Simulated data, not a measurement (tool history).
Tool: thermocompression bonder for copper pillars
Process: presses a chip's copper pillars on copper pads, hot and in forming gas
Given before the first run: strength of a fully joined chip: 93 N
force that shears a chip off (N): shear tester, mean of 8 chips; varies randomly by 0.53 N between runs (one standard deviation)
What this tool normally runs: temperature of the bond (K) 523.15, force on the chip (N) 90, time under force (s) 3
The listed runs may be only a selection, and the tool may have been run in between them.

run   hour  temperature of the bond (K)  force on the chip (N)  time under force (s)  force that shears a chip off (N)
  1      0                       523.15                     90                     3                                43
  2    9.8                       523.15                     90                     3                              43.4
  3   18.1                       523.15                     90                     3                              42.7
  4     26                       500.15                     90                     3                              27.9
  5   31.2                       523.15                     90                     3                              42.1
  6   39.4                       523.15                     90                     3                                42
  7   49.8                       523.15                     90                     3                              41.1
  8   58.2                       523.15                     90                     8                              55.8
  9   68.6                       523.15                    131                     8                              66.3
 10   78.3                       523.15                     90                     3                              41.3
 11   88.6                       523.15                     90                     2                              34.8
 12   93.3                       523.15                     90                     2                              35.2
 13  102.1                       523.15                     90                     2                              34.6
 14  109.3                       523.15                     90                     2                                35
     111.4  -- force cell calibrated
 15    121                       523.15                     90                     2                                34
 16  131.5                       523.15                     90                     3                              39.5
 17  137.7                       523.15                     90                     3                              40.8
     144.1  -- forming gas filter changed
 18    146                       495.15                    125                     2                                28
 19  153.1                       549.15                     63                     2                              44.4
 20  162.2                       513.15                     81                     2                              29.5
     165.4  -- force cell calibrated, once more
 21  169.7                       513.15                     81                     2                              29.1
 22  174.1                       510.15                    108                     5                              47.2
 23    181                       545.15                     90                     2                              52.2
 24  187.9                       523.15                     64                     5                              41.8
 25  192.9                       523.15                     64                     5                              40.9
 26  200.2                       506.15                    109                     3                              36.4
 27  208.4                       506.15                    109                     3                              36.4
 28  217.9                       496.15                    111                     3                              29.7

Run 29 comes next. What will it give?
 29  227.3                       496.15                    111                     5                                 ?

{"run 29": {"force that shears a chip off (N)": 37.3}}
On a tool with no hidden condition, and with the same random variation, this run would have come out at force that shears a chip off (N) 39.5.

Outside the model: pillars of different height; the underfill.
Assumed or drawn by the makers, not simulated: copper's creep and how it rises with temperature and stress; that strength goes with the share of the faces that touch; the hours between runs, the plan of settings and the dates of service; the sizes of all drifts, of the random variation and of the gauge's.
